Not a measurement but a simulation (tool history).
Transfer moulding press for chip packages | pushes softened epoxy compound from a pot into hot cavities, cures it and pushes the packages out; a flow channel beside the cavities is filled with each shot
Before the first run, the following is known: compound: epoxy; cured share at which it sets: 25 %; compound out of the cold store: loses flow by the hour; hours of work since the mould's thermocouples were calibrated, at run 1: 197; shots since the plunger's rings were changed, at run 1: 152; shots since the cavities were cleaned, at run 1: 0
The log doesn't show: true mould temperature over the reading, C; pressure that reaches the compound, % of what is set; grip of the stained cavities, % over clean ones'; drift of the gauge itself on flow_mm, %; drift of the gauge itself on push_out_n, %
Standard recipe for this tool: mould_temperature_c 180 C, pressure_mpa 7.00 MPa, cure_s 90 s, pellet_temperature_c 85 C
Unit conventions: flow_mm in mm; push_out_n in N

run,day,mould_temperature_c,pressure_mpa,cure_s,pellet_temperature_c,hours of work since the mould's thermocouples were calibrated,shots since the plunger's rings were changed,shots since the cavities were cleaned,incoming compound's hours out of the cold store,flow_mm,push_out_n
1,0.000,180,7.00,90,85,197,152,0,37.5,891,358
# day 1.204: cavities cleaned with cleaning compound and waxed
# day 2.371: cavities cleaned with cleaning compound and waxed
2,2.371,180,7.00,90,85,240,1043,0,37.6,875,344
# day 3.629: cavities cleaned with cleaning compound and waxed
3,4.012,180,7.00,90,85,270,1669,151,46.3,835,464
# day 4.888: cavities cleaned with cleaning compound and waxed
# day 6.175: cavities cleaned with cleaning compound and waxed
4,6.238,180,7.00,90,85,310,2502,25,15.9,908,380
# day 7.350: cavities cleaned with cleaning compound and waxed
5,7.808,180,7.00,90,85,339,3100,182,27.3,865,484
# day 8.529: cavities cleaned with cleaning compound and waxed
6,9.062,180,7.00,90,85,362,3573,211,20.5,880,496
# day 9.812: plunger's sealing rings changed
# day 9.875: cavities cleaned with cleaning compound and waxed
# day 10.625: cavities cleaned with cleaning compound and waxed, once more
7,11.442,180,7.38,90,85,403,597,324,29.2,931,537
# day 11.858: cavities cleaned with cleaning compound and waxed
8,12.854,180,7.00,90,85,428,1132,394,26.2,913,546
# day 13.079: cavities cleaned with cleaning compound and waxed
# day 14.229: cavities cleaned with cleaning compound and waxed
9,14.304,180,7.00,90,85,454,1659,31,38.5,862,372
# day 15.383: cavities cleaned with cleaning compound and waxed
10,16.054,180,7.00,90,85,486,2327,266,35.7,858,520
# day 16.558: cavities cleaned with cleaning compound and waxed
# day 17.733: cavities cleaned with cleaning compound and waxed
11,18.333,183,7.00,90,85,527,3181,238,13.2,891,482
# day 18.904: cavities cleaned with cleaning compound and waxed
# day 19.775: mould's thermocouples calibrated
# day 20.100: cavities cleaned with cleaning compound and waxed
12,20.100,180,7.00,90,86,5,3800,0,30.8,858,363
# day 20.371: plunger's sealing rings changed
# day 21.404: cavities cleaned with cleaning compound and waxed
13,21.542,180,7.00,99,85,29,439,55,20.2,945,371
# day 22.525: cavities cleaned with cleaning compound and waxed
# day 23.729: cavities cleaned with cleaning compound and waxed
14,23.729,188,5.88,92,76,69,1257,0,27.4,802,308
# day 24.900: cavities cleaned with cleaning compound and waxed
15,25.154,176,7.00,104,85,95,1798,101,12.9,960,425
# day 26.017: cavities cleaned with cleaning compound and waxed
# day 27.142: cavities cleaned with cleaning compound and waxed
16,27.325,176,7.00,104,85,134,2609,73,22.2,908,411
# day 28.383: cavities cleaned with cleaning compound and waxed
17,28.825,176,7.00,104,85,161,3179,175,21.4,910,457
# day 29.496: cavities cleaned with cleaning compound and waxed
18,29.846,176,7.00,104,85,179,3558,137,22.6,898,435
# day 30.696: plunger's sealing rings changed
# day 30.758: cavities cleaned with cleaning compound and waxed
19,31.100,176,7.00,104,89,200,136,136,32.1,922,421
# day 32.038: cavities cleaned with cleaning compound and waxed
20,32.088,176,8.09,104,89,218,503,20,37.8,968,385
# day 33.154: cavities cleaned with cleaning compound and waxed
21,33.608,180,6.85,75,89,246,1081,180,28.1,892,602
# day 34.371: cavities cleaned with cleaning compound and waxed
22,34.846,180,7.00,84,85,268,1547,187,11.6,943,523
# day 35.600: cavities cleaned with cleaning compound and waxed
23,36.233,183,7.00,86,85,293,2073,252,24.1,884,484
# day 36.767: cavities cleaned with cleaning compound and waxed
24,37.646,183,6.49,86,85,319,2608,348,11.2,870,511

5 options for the next run, each taken on its own from the tool as it stands now. Forecast them:
# day 38.042: cavities cleaned with cleaning compound and waxed
# day 39.242: cavities cleaned with cleaning compound and waxed
A,39.483,180,7.00,112,79,352,3287,95,34.7,?,?
# day 38.042: cavities cleaned with cleaning compound and waxed
# day 39.242: cavities cleaned with cleaning compound and waxed
B,39.483,183,5.84,86,85,352,3287,95,21.8,?,?
# day 38.042: cavities cleaned with cleaning compound and waxed
# day 39.242: cavities cleaned with cleaning compound and waxed
C,39.483,175,7.94,86,85,352,3287,95,38.0,?,?
# day 38.042: cavities cleaned with cleaning compound and waxed
# day 39.242: cavities cleaned with cleaning compound and waxed
D,39.483,183,7.34,92,85,352,3287,95,20.0,?,?
# day 38.042: cavities cleaned with cleaning compound and waxed
# day 39.242: cavities cleaned with cleaning compound and waxed
E,39.483,183,5.37,90,85,352,3287,95,38.4,?,?

run,flow_mm,push_out_n
A,853,380
B,790,402
C,914,495
D,897,381
E,727,385
Stripped of hidden state, with their random variation kept, the same runs would have yielded:
run,flow_mm,push_out_n
A,919,322
B,852,345
C,986,436
D,966,325
E,783,329

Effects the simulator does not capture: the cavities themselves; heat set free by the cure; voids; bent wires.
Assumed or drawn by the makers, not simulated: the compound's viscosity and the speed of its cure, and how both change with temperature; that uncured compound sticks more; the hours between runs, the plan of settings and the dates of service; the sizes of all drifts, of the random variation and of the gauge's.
